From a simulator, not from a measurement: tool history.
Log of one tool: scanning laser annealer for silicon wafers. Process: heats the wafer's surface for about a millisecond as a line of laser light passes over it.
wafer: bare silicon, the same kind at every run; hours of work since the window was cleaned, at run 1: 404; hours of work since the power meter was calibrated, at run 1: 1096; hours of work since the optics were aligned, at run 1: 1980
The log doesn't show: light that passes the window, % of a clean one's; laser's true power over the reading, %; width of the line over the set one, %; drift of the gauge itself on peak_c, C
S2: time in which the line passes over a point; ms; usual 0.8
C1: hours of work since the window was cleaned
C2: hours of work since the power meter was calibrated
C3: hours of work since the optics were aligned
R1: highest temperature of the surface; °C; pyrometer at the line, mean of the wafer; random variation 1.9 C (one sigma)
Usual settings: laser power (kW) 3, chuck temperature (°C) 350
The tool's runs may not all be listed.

{"run": 1, "hour": 0.0, "laser power (kW)": 3, "S2": 0.8, "chuck temperature (°C)": 350, "C1": 404, "C2": 1096, "C3": 1980, "R1": 1100}
{"hour": 19.0, "done": "optics aligned, line set to its width"}
{"run": 2, "hour": 36.4, "laser power (kW)": 3, "S2": 0.8, "chuck temperature (°C)": 328, "C1": 428, "C2": 1119, "C3": 13, "R1": 1072}
{"run": 3, "hour": 84.2, "laser power (kW)": 3, "S2": 0.8, "chuck temperature (°C)": 336, "C1": 464, "C2": 1156, "C3": 50, "R1": 1081}
{"run": 4, "hour": 120.7, "laser power (kW)": 3, "S2": 0.8, "chuck temperature (°C)": 336, "C1": 492, "C2": 1183, "C3": 77, "R1": 1076}
{"run": 5, "hour": 166.3, "laser power (kW)": 3, "S2": 0.8, "chuck temperature (°C)": 350, "C1": 526, "C2": 1218, "C3": 112, "R1": 1093}
{"run": 6, "hour": 192.9, "laser power (kW)": 3, "S2": 0.8, "chuck temperature (°C)": 350, "C1": 547, "C2": 1238, "C3": 132, "R1": 1088}
{"run": 7, "hour": 230.6, "laser power (kW)": 3, "S2": 0.8, "chuck temperature (°C)": 350, "C1": 575, "C2": 1267, "C3": 161, "R1": 1087}
{"hour": 240.1, "done": "optics aligned, line set to its width, once more"}
{"run": 8, "hour": 268.6, "laser power (kW)": 2.705, "S2": 0.8, "chuck temperature (°C)": 350, "C1": 600, "C2": 1292, "C3": 22, "R1": 1015}
{"run": 9, "hour": 312.0, "laser power (kW)": 2.705, "S2": 0.8, "chuck temperature (°C)": 311, "C1": 633, "C2": 1325, "C3": 55, "R1": 978}
{"run": 10, "hour": 339.8, "laser power (kW)": 3, "S2": 0.8, "chuck temperature (°C)": 350, "C1": 654, "C2": 1346, "C3": 76, "R1": 1113}
{"run": 11, "hour": 382.9, "laser power (kW)": 3, "S2": 0.8, "chuck temperature (°C)": 350, "C1": 687, "C2": 1379, "C3": 109, "R1": 1115}
{"run": 12, "hour": 417.5, "laser power (kW)": 3, "S2": 0.8, "chuck temperature (°C)": 350, "C1": 713, "C2": 1405, "C3": 135, "R1": 1110}
{"run": 13, "hour": 460.0, "laser power (kW)": 3, "S2": 0.857, "chuck temperature (°C)": 350, "C1": 746, "C2": 1438, "C3": 167, "R1": 1141}
{"run": 14, "hour": 491.9, "laser power (kW)": 3, "S2": 0.857, "chuck temperature (°C)": 350, "C1": 770, "C2": 1462, "C3": 191, "R1": 1139}
{"run": 15, "hour": 526.9, "laser power (kW)": 3, "S2": 0.8, "chuck temperature (°C)": 350, "C1": 797, "C2": 1488, "C3": 218, "R1": 1111}
{"run": 16, "hour": 564.0, "laser power (kW)": 2.681, "S2": 0.8, "chuck temperature (°C)": 350, "C1": 825, "C2": 1517, "C3": 246, "R1": 1001}
{"run": 17, "hour": 586.1, "laser power (kW)": 2.681, "S2": 0.824, "chuck temperature (°C)": 350, "C1": 842, "C2": 1533, "C3": 263, "R1": 1016}
{"run": 18, "hour": 611.3, "laser power (kW)": 2.681, "S2": 0.824, "chuck temperature (°C)": 350, "C1": 861, "C2": 1553, "C3": 282, "R1": 1015}
{"run": 19, "hour": 650.9, "laser power (kW)": 2.681, "S2": 0.824, "chuck temperature (°C)": 350, "C1": 891, "C2": 1583, "C3": 312, "R1": 1015}
{"hour": 686.8, "done": "window over the wafer cleaned"}
{"run": 20, "hour": 686.8, "laser power (kW)": 3, "S2": 0.8, "chuck temperature (°C)": 350, "C1": 0, "C2": 1609, "C3": 338, "R1": 1133}
{"run": 21, "hour": 725.8, "laser power (kW)": 3, "S2": 0.8, "chuck temperature (°C)": 350, "C1": 30, "C2": 1638, "C3": 368, "R1": 1129}
{"run": 22, "hour": 761.0, "laser power (kW)": 3, "S2": 0.8, "chuck temperature (°C)": 350, "C1": 56, "C2": 1665, "C3": 394, "R1": 1128}
{"run": 23, "hour": 785.2, "laser power (kW)": 3, "S2": 0.862, "chuck temperature (°C)": 317, "C1": 75, "C2": 1683, "C3": 413, "R1": 1133}
{"run": 24, "hour": 806.6, "laser power (kW)": 3, "S2": 0.862, "chuck temperature (°C)": 317, "C1": 91, "C2": 1700, "C3": 429, "R1": 1130}
{"run": 25, "hour": 836.7, "laser power (kW)": 2.883, "S2": 0.588, "chuck temperature (°C)": 348, "C1": 114, "C2": 1722, "C3": 452, "R1": 968}
{"run": 26, "hour": 869.3, "laser power (kW)": 2.883, "S2": 0.588, "chuck temperature (°C)": 348, "C1": 139, "C2": 1747, "C3": 477, "R1": 969}
{"run": 27, "hour": 906.8, "laser power (kW)": 2.883, "S2": 0.588, "chuck temperature (°C)": 348, "C1": 167, "C2": 1776, "C3": 505, "R1": 968}
{"run": 28, "hour": 943.5, "laser power (kW)": 3, "S2": 0.783, "chuck temperature (°C)": 328, "C1": 195, "C2": 1804, "C3": 533, "R1": 1096}
{"run": 29, "hour": 968.7, "laser power (kW)": 3, "S2": 0.783, "chuck temperature (°C)": 328, "C1": 214, "C2": 1823, "C3": 552, "R1": 1095}
{"run": 30, "hour": 993.3, "laser power (kW)": 3, "S2": 0.783, "chuck temperature (°C)": 328, "C1": 233, "C2": 1842, "C3": 571, "R1": 1092}
{"run": 31, "hour": 1039.2, "laser power (kW)": 3, "S2": 0.643, "chuck temperature (°C)": 378, "C1": 268, "C2": 1876, "C3": 606, "R1": 1064}
{"run": 32, "hour": 1067.9, "laser power (kW)": 2.855, "S2": 0.643, "chuck temperature (°C)": 334, "C1": 290, "C2": 1898, "C3": 628, "R1": 975}
{"run": 33, "hour": 1095.3, "laser power (kW)": 2.855, "S2": 0.643, "chuck temperature (°C)": 334, "C1": 311, "C2": 1919, "C3": 649, "R1": 976}
{"run": 34, "hour": 1124.8, "laser power (kW)": 2.855, "S2": 0.643, "chuck temperature (°C)": 334, "C1": 333, "C2": 1941, "C3": 671, "R1": 976}
{"run": 35, "hour": 1156.2, "laser power (kW)": 2.841, "S2": 0.8, "chuck temperature (°C)": 317, "C1": 357, "C2": 1965, "C3": 695, "R1": 1034}
{"run": 36, "hour": 1180.0, "laser power (kW)": 2.68, "S2": 0.8, "chuck temperature (°C)": 389, "C1": 375, "C2": 1983, "C3": 713, "R1": 1052}
{"run": 37, "hour": 1216.1, "laser power (kW)": 2.896, "S2": 0.934, "chuck temperature (°C)": 370, "C1": 402, "C2": 2011, "C3": 740, "R1": 1175}
{"run": 38, "hour": 1252.9, "laser power (kW)": 3.293, "S2": 0.756, "chuck temperature (°C)": 351, "C1": 430, "C2": 2039, "C3": 768, "R1": 1193}
{"run": 39, "hour": 1274.1, "laser power (kW)": 3.248, "S2": 0.79, "chuck temperature (°C)": 389, "C1": 446, "C2": 2055, "C3": 785, "R1": 1236}
{"run": 40, "hour": 1298.5, "laser power (kW)": 2.816, "S2": 0.866, "chuck temperature (°C)": 366, "C1": 465, "C2": 2074, "C3": 803, "R1": 1107}
{"run": 41, "hour": 1322.7, "laser power (kW)": 2.816, "S2": 0.866, "chuck temperature (°C)": 366, "C1": 483, "C2": 2092, "C3": 822, "R1": 1104}

Hidden state at the last listed run before each entry between runs and at the first one after, where it differs:
Between runs 1 and 2: optics aligned, line set to its width (hour 19)
  light that passes the window, % of a clean one's: 98.67 -> 98.62; laser's true power over the reading, %: 0.31 -> 0.32; width of the line over the set one, %: 3.24 -> 4.59
  measured less the result without the state, R1: -29 -> -36 °C
Between runs 7 and 8: optics aligned, line set to its width, once more (hour 240.1)
  light that passes the window, % of a clean one's: 98.27 -> 98.21; laser's true power over the reading, %: 0.39 -> 0.4; width of the line over the set one, %: 4.81 -> 0.14
  measured less the result without the state, R1: -39 -> -13 °C
Between runs 19 and 20: window over the wafer cleaned (hour 686.8)
  light that passes the window, % of a clean one's: 97.55 -> 99.94; laser's true power over the reading, %: 0.53 -> 0.54; width of the line over the set one, %: 0.58 -> 0.62
  measured less the result without the state, R1: -20 -> +1 °C

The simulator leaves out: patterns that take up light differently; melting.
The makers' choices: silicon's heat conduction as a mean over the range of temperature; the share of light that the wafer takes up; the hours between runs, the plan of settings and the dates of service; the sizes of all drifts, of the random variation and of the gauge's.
